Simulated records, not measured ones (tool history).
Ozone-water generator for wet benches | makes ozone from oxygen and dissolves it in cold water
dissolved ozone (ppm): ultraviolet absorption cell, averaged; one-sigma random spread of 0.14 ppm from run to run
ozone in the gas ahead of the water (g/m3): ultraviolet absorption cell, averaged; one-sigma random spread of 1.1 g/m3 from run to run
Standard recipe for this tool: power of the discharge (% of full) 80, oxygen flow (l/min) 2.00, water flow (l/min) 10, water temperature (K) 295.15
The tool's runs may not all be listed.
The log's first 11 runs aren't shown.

| run | day | power of the discharge (% of full) | oxygen flow (l/min) | water flow (l/min) | water temperature (K) | dissolved ozone (ppm) | ozone in the gas ahead of the water (g/m3) |
|---|---|---|---|---|---|---|---|
| 12 | 47.883 | 80 | 1.91 | 10 | 295.15 | 16.1 | 195.5 |
| 13 | 50.354 | 80 | 1.91 | 10 | 295.15 | 16.2 | 195.8 |
|  | 54.517 | contactor cleaned |
| 14 | 56.058 | 80 | 1.91 | 10 | 295.15 | 16.4 | 195.1 |
| 15 | 61.633 | 80 | 1.91 | 10 | 295.15 | 16.5 | 194.7 |
| 16 | 64.250 | 80 | 1.91 | 10 | 295.15 | 16.3 | 193.6 |
| 17 | 69.625 | 80 | 1.91 | 10 | 295.15 | 16.4 | 196.3 |
| 18 | 73.488 | 80 | 1.22 | 10 | 294.15 | 15.3 | 246.7 |
| 19 | 78.079 | 57 | 1.72 | 10 | 294.15 | 13.3 | 167.8 |
| 20 | 80.992 | 57 | 1.72 | 10 | 294.15 | 13.3 | 167.8 |
| 21 | 84.554 | 57 | 1.72 | 10 | 294.15 | 13.3 | 166.0 |
| 22 | 89.275 | 57 | 1.72 | 10 | 294.15 | 13.1 | 166.7 |
| 23 | 92.996 | 57 | 1.72 | 10 | 294.15 | 13.2 | 168.0 |
| 24 | 97.217 | 49 | 1.87 | 6 | 289.15 | 19.9 | 146.5 |
| 25 | 100.879 | 49 | 1.87 | 6 | 289.15 | 19.5 | 146.8 |
| 26 | 105.908 | 51 | 1.87 | 6 | 289.15 | 20.4 | 149.1 |
| 27 | 110.033 | 51 | 1.05 | 10 | 297.15 | 11.2 | 202.3 |

Forecast run 28:
| 28 | 112.688 | 74 | 1.37 | 12 | 289.15 | ? | ? |

Run 28 produced dissolved ozone (ppm) 13.2, ozone in the gas ahead of the water (g/m3) 218.2.
Minus the tool's unlogged condition, the same run would have read dissolved ozone (ppm) 13.2, ozone in the gas ahead of the water (g/m3) 218.5.
